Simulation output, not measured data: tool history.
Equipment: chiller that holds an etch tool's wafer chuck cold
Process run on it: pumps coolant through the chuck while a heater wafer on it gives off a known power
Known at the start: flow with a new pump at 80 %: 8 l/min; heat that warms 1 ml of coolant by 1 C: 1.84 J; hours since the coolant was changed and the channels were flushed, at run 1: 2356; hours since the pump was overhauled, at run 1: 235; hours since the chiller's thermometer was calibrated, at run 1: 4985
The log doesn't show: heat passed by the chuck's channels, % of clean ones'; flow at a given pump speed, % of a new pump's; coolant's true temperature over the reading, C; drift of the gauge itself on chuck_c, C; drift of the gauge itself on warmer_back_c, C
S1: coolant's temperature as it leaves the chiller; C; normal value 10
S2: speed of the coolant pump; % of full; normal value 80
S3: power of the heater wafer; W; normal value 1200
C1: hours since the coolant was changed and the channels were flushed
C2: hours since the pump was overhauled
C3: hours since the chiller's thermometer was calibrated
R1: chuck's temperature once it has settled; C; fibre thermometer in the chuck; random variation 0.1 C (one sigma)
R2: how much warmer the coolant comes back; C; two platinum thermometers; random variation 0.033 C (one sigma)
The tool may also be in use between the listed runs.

| run | hour | S1 | S2 | S3 | C1 | C2 | C3 | R1 | R2 |
|---|---|---|---|---|---|---|---|---|---|
| 1 | 0 | 10 | 80 | 1200 | 2356 | 235 | 4985 | 18.4 | 4.93 |
| 2 | 41.3 | 10 | 80 | 1200 | 2397 | 277 | 5026 | 18.5 | 4.92 |
| 3 | 64.3 | 10 | 80 | 1200 | 2420 | 300 | 5049 | 18.3 | 4.9 |
| 4 | 94.9 | 10 | 80 | 1200 | 2451 | 330 | 5080 | 18.3 | 4.97 |
| 5 | 121.8 | 10 | 80 | 1200 | 2478 | 357 | 5107 | 18.4 | 4.99 |
| 6 | 162.9 | 10 | 80 | 1276 | 2519 | 398 | 5148 | 18.9 | 5.33 |
| 7 | 197.8 | 10 | 80 | 1200 | 2554 | 433 | 5183 | 18.2 | 5.01 |
| 8 | 220.9 | 10 | 80 | 1200 | 2577 | 456 | 5206 | 18.4 | 4.98 |
| 9 | 249.1 | 10 | 80 | 1200 | 2605 | 484 | 5234 | 18.4 | 5.03 |
| 10 | 269.9 | 10 | 80 | 1200 | 2626 | 505 | 5255 | 18.3 | 5.09 |
| 11 | 287.4 | 3 | 80 | 1200 | 2643 | 523 | 5272 | 11.4 | 5.14 |
| 12 | 314.7 | 3 | 80 | 1200 | 2671 | 550 | 5300 | 11.4 | 5.08 |
| 13 | 351 | 3 | 80 | 1200 | 2707 | 586 | 5336 | 11.3 | 5.08 |
| 14 | 380 | 3 | 80 | 1200 | 2736 | 615 | 5365 | 11.2 | 5.11 |
| 15 | 410.7 | 13 | 80 | 1344 | 2766 | 646 | 5396 | 22.4 | 5.73 |
|  | 439.3 | chiller's thermometer calibrated |
| 16 | 450.5 | 3 | 80 | 1521 | 2805 | 685 | 11 | 13.4 | 6.47 |
| 17 | 475.8 | 10 | 69 | 1769 | 2831 | 710 | 36 | 24.2 | 8.73 |
| 18 | 510.8 | 10 | 64 | 1200 | 2866 | 745 | 72 | 20.2 | 6.51 |
| 19 | 547 | 10 | 80 | 869 | 2902 | 781 | 108 | 16.1 | 3.89 |
| 20 | 571.4 | 10 | 80 | 869 | 2926 | 806 | 132 | 16.1 | 3.9 |
| 21 | 600.7 | 10 | 80 | 1241 | 2955 | 835 | 161 | 18.6 | 5.49 |
|  | 625.2 | gauge calibrated |
| 22 | 631.3 | 10 | 80 | 1241 | 2986 | 866 | 192 | 18.6 | 5.08 |
| 23 | 648.2 | 18 | 77 | 1385 | 3003 | 883 | 209 | 28 | 5.86 |
| 24 | 678.2 | 20 | 77 | 696 | 3033 | 913 | 239 | 25.1 | 2.99 |
| 25 | 715.1 | 8 | 92 | 696 | 3070 | 949 | 276 | 12.2 | 2.45 |
| 26 | 736.5 | 8 | 63 | 1120 | 3091 | 971 | 297 | 17.7 | 6.01 |
| 27 | 774.2 | 10 | 97 | 974 | 3129 | 1009 | 335 | 15.6 | 3.32 |

Alternative continuations, all from the tool just after run 27; predict every row:
| A | 811 | 2 | 97 | 974 | 3166 | 1045 | 372 | ? | ? |
| B | 811 | 10 | 99 | 948 | 3166 | 1045 | 372 | ? | ? |
| C | 811 | 10 | 79 | 1388 | 3166 | 1045 | 372 | ? | ? |

| run | R1 | R2 |
|---|---|---|
| A | 7.8 | 3.36 |
| B | 15.3 | 3.18 |
| C | 19.6 | 5.84 |
With no hidden state in the tool, these same runs would have given:
| run | R1 | R2 |
|---|---|---|
| A | 7.8 | 3.24 |
| B | 15.3 | 3.07 |
| C | 19.6 | 5.73 |
